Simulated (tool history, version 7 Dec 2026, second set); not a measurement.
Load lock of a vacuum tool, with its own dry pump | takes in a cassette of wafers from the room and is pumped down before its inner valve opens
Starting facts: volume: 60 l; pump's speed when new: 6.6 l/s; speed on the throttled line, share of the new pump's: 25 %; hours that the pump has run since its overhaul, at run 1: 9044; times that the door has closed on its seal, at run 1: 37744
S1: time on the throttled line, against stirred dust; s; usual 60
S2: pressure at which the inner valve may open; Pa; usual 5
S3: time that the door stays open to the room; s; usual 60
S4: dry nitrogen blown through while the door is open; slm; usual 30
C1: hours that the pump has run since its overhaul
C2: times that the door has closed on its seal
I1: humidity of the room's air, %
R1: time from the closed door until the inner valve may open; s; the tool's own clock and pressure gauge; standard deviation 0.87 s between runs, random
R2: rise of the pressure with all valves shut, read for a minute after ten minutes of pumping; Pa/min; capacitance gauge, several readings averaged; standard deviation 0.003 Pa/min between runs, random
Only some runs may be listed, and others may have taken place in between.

run	hour	S1	S2	S3	S4	C1	C2	I1	R1	R2
1	0.0	60	5	60	30	9044	37744	46.2	153.5	0.221
2	352.2	60	5	60	30	9396	39136	44.5	151.2	0.225
3	604.8	60	5	60	30	9649	40134	46.5	152.3	0.233
4	969.1	60	5	60	30	10013	41573	44.8	154.6	0.264
5	1250.1	60	5	60	30	10294	42683	44.2	155.4	0.270
6	1409.5	60	5	60	30	10453	43312	47.0	155.1	0.275
7	1562.6	60	9	60	30	10607	43917	45.6	146.1	0.275
8	1826.4	60	5	42	30	10870	44960	43.2	156.3	0.283
9	2058.2	45	4	26	14	11102	45875	49.7	147.6	0.299
10	2419.5	45	5	26	14	11463	47303	43.3	147.1	0.315
11	2727.0	45	6	26	12	11771	48517	47.6	144.1	0.333

Pick out some run-to-run changes in R1. Of each, how much would a tool without hidden state show as well, from the settings, what came in and chance, and how much is left for the hidden state and any gauge scatter not in both results compared?
Unlogged tool condition in this case: pump's speed, % of a new pump's; leak at the door's seal, Pa l/s; drift of the gauge itself on ready_s, %; drift of the gauge itself on rise_pa_min, %.
Run 7 -> 8: S2 9 -> 5, S3 60 -> 42. R1 +10.2 s: hidden state +2.4, all else +7.8.

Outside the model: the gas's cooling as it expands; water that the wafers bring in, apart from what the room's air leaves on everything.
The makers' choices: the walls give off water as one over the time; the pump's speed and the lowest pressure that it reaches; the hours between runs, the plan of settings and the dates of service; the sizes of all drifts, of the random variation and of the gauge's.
